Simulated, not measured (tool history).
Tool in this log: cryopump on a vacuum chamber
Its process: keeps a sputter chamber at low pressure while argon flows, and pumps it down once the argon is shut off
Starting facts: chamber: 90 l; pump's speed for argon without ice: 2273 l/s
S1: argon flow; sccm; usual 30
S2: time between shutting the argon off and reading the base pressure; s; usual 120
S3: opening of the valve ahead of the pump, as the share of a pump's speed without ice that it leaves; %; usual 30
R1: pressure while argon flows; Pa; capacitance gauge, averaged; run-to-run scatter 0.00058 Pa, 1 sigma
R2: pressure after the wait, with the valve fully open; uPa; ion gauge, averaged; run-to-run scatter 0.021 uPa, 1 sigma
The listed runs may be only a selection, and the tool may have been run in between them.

run	hour	S1	S2	S3	R1	R2
1	0.0	30	120	30	0.0747	0.48
2	21.0	30	120	30	0.0750	0.53
3	36.8	46	120	30	0.1166	0.54
4	53.6	14	120	30	0.0354	0.55
5	66.2	30	120	30	0.0757	0.52
6	83.6	30	120	30	0.0772	0.53
7	95.5	30	120	30	0.0772	0.51
8	114.2	30	120	30	0.0764	0.56
9	133.8	30	120	30	0.0771	0.55
10	153.9	30	141	30	0.0769	0.48
11	163.8	30	141	30	0.0787	0.55
12	182.0	36	102	43	0.0672	0.64
13	193.8	36	69	43	0.0672	0.78
14	206.4	22	179	30	0.0576	0.51
15	219.8	22	179	30	0.0596	0.53
16	243.8	14	179	49	0.0240	0.54
17	253.7	14	238	34	0.0332	0.45
18	266.5	14	238	34	0.0332	0.46
19	280.0	15	56	27	0.0440	0.93
20	292.1	56	22	47	0.1017	1.74
21	313.2	51	22	42	0.1023	1.64
22	326.4	51	71	42	0.1021	0.77

Each run again, without the hidden state but with its own random variation kept:
Unlogged tool condition in this case: pump's speed, % of a pump's without ice; cold plate's temperature, K; leak into the chamber, uPa l/s; drift of the gauge itself on working_pa, %; drift of the gauge itself on base_upa, %.
run	R1	R2
1	0.0739	0.34
2	0.0738	0.38
3	0.1145	0.39
4	0.0347	0.39
5	0.0738	0.36
6	0.0750	0.37
7	0.0748	0.34
8	0.0738	0.39
9	0.0741	0.37
10	0.0734	0.29
11	0.0751	0.36
12	0.0624	0.44
13	0.0621	0.57
14	0.0543	0.30
15	0.0561	0.31
16	0.0216	0.31
17	0.0306	0.22
18	0.0305	0.23
19	0.0410	0.69
20	0.0896	1.49
21	0.0906	1.39
22	0.0898	0.52
